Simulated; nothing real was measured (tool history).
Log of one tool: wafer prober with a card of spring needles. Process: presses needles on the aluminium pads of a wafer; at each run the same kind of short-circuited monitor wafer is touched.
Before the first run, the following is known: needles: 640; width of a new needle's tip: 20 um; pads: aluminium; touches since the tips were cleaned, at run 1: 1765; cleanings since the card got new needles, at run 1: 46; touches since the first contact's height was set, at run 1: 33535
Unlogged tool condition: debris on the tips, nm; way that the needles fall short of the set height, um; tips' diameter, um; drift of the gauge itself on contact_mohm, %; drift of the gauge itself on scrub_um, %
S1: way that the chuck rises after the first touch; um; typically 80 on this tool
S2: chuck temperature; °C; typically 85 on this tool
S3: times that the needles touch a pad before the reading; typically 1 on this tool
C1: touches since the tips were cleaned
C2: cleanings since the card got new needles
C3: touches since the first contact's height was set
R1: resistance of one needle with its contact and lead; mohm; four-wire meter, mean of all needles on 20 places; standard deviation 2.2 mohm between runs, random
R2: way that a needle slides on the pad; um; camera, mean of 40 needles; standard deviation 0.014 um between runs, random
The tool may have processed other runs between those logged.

| run | hour | S1 | S2 | S3 | C1 | C2 | C3 | R1 | R2 |
|---|---|---|---|---|---|---|---|---|---|
| 1 | 0 | 80 | 85 | 1 | 1765 | 46 | 33535 | 352 | 9.85 |
|  | 13.5 | tips cleaned on abrasive film |
| 2 | 15.2 | 80 | 85 | 1 | 700 | 47 | 39968 | 309 | 9.83 |
|  | 31.4 | tips cleaned on abrasive film |
| 3 | 34.1 | 80 | 85 | 2 | 1142 | 48 | 47997 | 293 | 9.82 |
|  | 48.1 | tips cleaned on abrasive film |
| 4 | 55.6 | 80 | 79 | 1 | 3208 | 49 | 57134 | 398 | 9.79 |
|  | 65.9 | tips cleaned on abrasive film |
|  | 69.7 | height of the first contact set anew |
| 5 | 77.2 | 80 | 79 | 1 | 4689 | 50 | 3213 | 415 | 9.89 |
|  | 83.8 | tips cleaned on abrasive film |
| 6 | 88.8 | 80 | 85 | 1 | 2159 | 51 | 8138 | 360 | 9.88 |
|  | 101.9 | tips cleaned on abrasive film |
| 7 | 105 | 80 | 85 | 1 | 1328 | 52 | 15012 | 325 | 9.86 |
|  | 119.3 | tips cleaned on abrasive film |
| 8 | 126.1 | 86 | 85 | 1 | 2899 | 53 | 23967 | 369 | 10.6 |
|  | 136.4 | tips cleaned on abrasive film |
| 9 | 141.5 | 86 | 85 | 1 | 2206 | 54 | 30514 | 346 | 10.56 |
| 10 | 152.3 | 86 | 85 | 1 | 6811 | 54 | 35119 | 396 | 10.58 |
|  | 154 | tips cleaned on abrasive film |
| 11 | 167.9 | 86 | 85 | 1 | 5955 | 55 | 41746 | 398 | 10.57 |
|  | 172.4 | tips cleaned on abrasive film |
| 12 | 179.5 | 86 | 85 | 1 | 3058 | 56 | 46651 | 369 | 10.58 |
|  | 189.2 | tips cleaned on abrasive film |
| 13 | 191.5 | 86 | 85 | 1 | 979 | 57 | 51723 | 316 | 10.56 |
| 14 | 205.2 | 86 | 85 | 1 | 6838 | 57 | 57582 | 410 | 10.54 |
|  | 206.6 | tips cleaned on abrasive film |
|  | 218.5 | height of the first contact set anew |
| 15 | 219.6 | 78 | 85 | 1 | 5398 | 58 | 468 | 426 | 9.64 |
|  | 225.1 | tips cleaned on abrasive film |
| 16 | 238.3 | 78 | 85 | 1 | 5616 | 59 | 8396 | 429 | 9.61 |
|  | 242 | tips cleaned on abrasive film |
| 17 | 251.6 | 80 | 85 | 2 | 4130 | 60 | 14064 | 342 | 9.88 |
|  | 259.1 | tips cleaned on abrasive film |
| 18 | 266 | 66 | 91 | 3 | 2972 | 61 | 20170 | 322 | 8.12 |
|  | 276.2 | tips cleaned on abrasive film |
| 19 | 279.8 | 66 | 91 | 3 | 1555 | 62 | 26022 | 314 | 8.13 |
| 20 | 292.6 | 80 | 105 | 1 | 7011 | 62 | 31478 | 439 | 9.84 |
|  | 294.3 | tips cleaned on abrasive film |
|  | 311.9 | tips cleaned on abrasive film |
| 21 | 313.3 | 80 | 105 | 1 | 568 | 64 | 40215 | 308 | 9.82 |
|  | 329.4 | tips cleaned on abrasive film |
| 22 | 331.2 | 80 | 105 | 1 | 779 | 65 | 47841 | 322 | 9.82 |
|  | 346.6 | tips cleaned on abrasive film |
| 23 | 351.9 | 96 | 85 | 1 | 2246 | 66 | 56620 | 339 | 11.75 |
|  | 363.8 | tips cleaned on abrasive film |
|  | 366 | height of the first contact set anew |
| 24 | 370.7 | 87 | 85 | 1 | 2795 | 67 | 1989 | 363 | 10.77 |
| 25 | 380.1 | 78 | 36 | 2 | 6843 | 67 | 6037 | 362 | 9.63 |
|  | 382 | tips cleaned on abrasive film |
| 26 | 393.6 | 78 | 36 | 2 | 4977 | 68 | 11762 | 357 | 9.64 |
|  | 398.9 | tips cleaned on abrasive film |
| 27 | 415.2 | 80 | 85 | 2 | 6991 | 69 | 20937 | 360 | 9.86 |
|  | 417.2 | tips cleaned on abrasive film |
| 28 | 432.5 | 99 | 28 | 1 | 6535 | 70 | 28254 | 365 | 12.2 |
|  | 435.6 | tips cleaned on abrasive film |
| 29 | 444.9 | 90 | 39 | 1 | 3951 | 71 | 33501 | 376 | 11.06 |
|  | 453 | tips cleaned on abrasive film |
| 30 | 467.3 | 74 | 94 | 1 | 6122 | 72 | 43039 | 461 | 9.1 |
|  | 471.5 | tips cleaned on abrasive film |
| 31 | 479.9 | 74 | 94 | 1 | 3592 | 73 | 48384 | 437 | 9.07 |
|  | 489.2 | tips cleaned on abrasive film |
| 32 | 496.1 | 80 | 39 | 2 | 2952 | 74 | 55241 | 328 | 9.81 |
|  | 507.6 | tips cleaned on abrasive film |
|  | 513.5 | height of the first contact set anew |
| 33 | 513.5 | 65 | 46 | 2 | 2424 | 75 | 0 | 365 | 8.05 |

A few steps of R1 between consecutive runs. Split each: what settings, incoming material and random variation would produce without the hidden state, and what is left over for the hidden state, along with gauge scatter present in only one of the two compared results (measured, and without hidden state):
Run 3 -> 4: S2 85 -> 79, S3 2 -> 1, tips cleaned on abrasive film. R1 +105 mohm: hidden state +103, all else +2.
Run 19 -> 20: S1 66 -> 80, S2 91 -> 105, S3 3 -> 1. R1 +125 mohm: hidden state +128, all else -3.
Run 20 -> 21: tips cleaned on abrasive film, tips cleaned on abrasive film. R1 -131 mohm: hidden state -129, all else -2.
Run 31 -> 32: S1 74 -> 80, S2 94 -> 39, S3 1 -> 2, tips cleaned on abrasive film. R1 -109 mohm: hidden state -90, all else -19.
